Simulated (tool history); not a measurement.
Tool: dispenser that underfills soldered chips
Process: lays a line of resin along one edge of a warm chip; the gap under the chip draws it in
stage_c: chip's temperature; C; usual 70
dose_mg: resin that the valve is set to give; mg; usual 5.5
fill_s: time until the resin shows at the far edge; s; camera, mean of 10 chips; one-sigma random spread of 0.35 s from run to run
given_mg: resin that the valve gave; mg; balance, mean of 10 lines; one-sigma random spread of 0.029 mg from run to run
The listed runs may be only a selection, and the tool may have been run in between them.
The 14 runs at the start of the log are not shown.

{"hour": 97.4, "done": "new syringe of resin"}
{"run": 15, "hour": 98.4, "stage_c": 70, "dose_mg": 5.3, "fill_s": 18.2, "given_mg": 5.09}
{"run": 16, "hour": 104.2, "stage_c": 81, "dose_mg": 5.3, "fill_s": 15.1, "given_mg": 5.02}
{"run": 17, "hour": 113.7, "stage_c": 70, "dose_mg": 5.5, "fill_s": 35.2, "given_mg": 5.26}
{"hour": 115.3, "done": "new syringe of resin"}
{"run": 18, "hour": 123.4, "stage_c": 70, "dose_mg": 5.5, "fill_s": 24.9, "given_mg": 5.22}
{"run": 19, "hour": 127.8, "stage_c": 72, "dose_mg": 6.59, "fill_s": 27, "given_mg": 6.26}
{"hour": 134.0, "done": "new syringe of resin"}
{"run": 20, "hour": 137.6, "stage_c": 84, "dose_mg": 5.53, "fill_s": 11.7, "given_mg": 5.22}
{"run": 21, "hour": 147.8, "stage_c": 76, "dose_mg": 4.87, "fill_s": 26.6, "given_mg": 4.61}
{"hour": 152.3, "done": "new syringe of resin"}
{"run": 22, "hour": 153.1, "stage_c": 76, "dose_mg": 4.87, "fill_s": 14.1, "given_mg": 4.58}
{"run": 23, "hour": 160.9, "stage_c": 76, "dose_mg": 4.87, "fill_s": 20.6, "given_mg": 4.54}
{"run": 24, "hour": 166.7, "stage_c": 76, "dose_mg": 4.87, "fill_s": 25.8, "given_mg": 4.52}
{"hour": 170.2, "done": "new syringe of resin"}
{"run": 25, "hour": 172.2, "stage_c": 76, "dose_mg": 4.87, "fill_s": 15.9, "given_mg": 4.52}
{"run": 26, "hour": 178.8, "stage_c": 76, "dose_mg": 4.87, "fill_s": 20.3, "given_mg": 4.52}
{"hour": 188.2, "done": "new syringe of resin"}
{"run": 27, "hour": 188.2, "stage_c": 70, "dose_mg": 5.43, "fill_s": 17.6, "given_mg": 5.03}
{"run": 28, "hour": 197.1, "stage_c": 78, "dose_mg": 5.43, "fill_s": 19, "given_mg": 5.01}
{"run": 29, "hour": 201.8, "stage_c": 69, "dose_mg": 5.22, "fill_s": 33, "given_mg": 4.74}
{"hour": 206.1, "done": "new syringe of resin"}
{"run": 30, "hour": 211.8, "stage_c": 61, "dose_mg": 6.09, "fill_s": 32.2, "given_mg": 5.56}
{"hour": 216.4, "done": "dispensing valve cleaned and set on the balance"}
{"run": 31, "hour": 217.5, "stage_c": 61, "dose_mg": 6.09, "fill_s": 37.3, "given_mg": 6.08}
{"hour": 225.2, "done": "new syringe of resin"}
{"run": 32, "hour": 227.5, "stage_c": 57, "dose_mg": 5.49, "fill_s": 32.4, "given_mg": 5.47}
{"run": 33, "hour": 236.1, "stage_c": 60, "dose_mg": 6.58, "fill_s": 40.2, "given_mg": 6.56}
{"hour": 243.3, "done": "new syringe of resin"}
{"run": 34, "hour": 243.3, "stage_c": 66, "dose_mg": 4.75, "fill_s": 21.6, "given_mg": 4.66}
{"run": 35, "hour": 248.0, "stage_c": 84, "dose_mg": 5.9, "fill_s": 12.7, "given_mg": 5.85}

Below are 5 alternative next runs, each starting from the tool's condition after run 35. Predict each:
{"run": "A", "hour": 255.2, "stage_c": 69, "dose_mg": 4.78, "fill_s": "?", "given_mg": "?"}
{"run": "B", "hour": 255.2, "stage_c": 65, "dose_mg": 4.72, "fill_s": "?", "given_mg": "?"}
{"run": "C", "hour": 255.2, "stage_c": 66, "dose_mg": 5.75, "fill_s": "?", "given_mg": "?"}
{"run": "D", "hour": 255.2, "stage_c": 70, "dose_mg": 5.99, "fill_s": "?", "given_mg": "?"}
{"run": "E", "hour": 255.2, "stage_c": 64, "dose_mg": 6.23, "fill_s": "?", "given_mg": "?"}

run=A fill_s=31.2 given_mg=4.71
run=B fill_s=36.8 given_mg=4.63
run=C fill_s=33.3 given_mg=5.63
run=D fill_s=28.2 given_mg=5.9
run=E fill_s=36.3 given_mg=6.18
Without the tool's unlogged condition, the same runs would have read:
run=A fill_s=18.6 given_mg=4.79
run=B fill_s=21.8 given_mg=4.71
run=C fill_s=20 given_mg=5.73
run=D fill_s=16.8 given_mg=6
run=E fill_s=22 given_mg=6.29
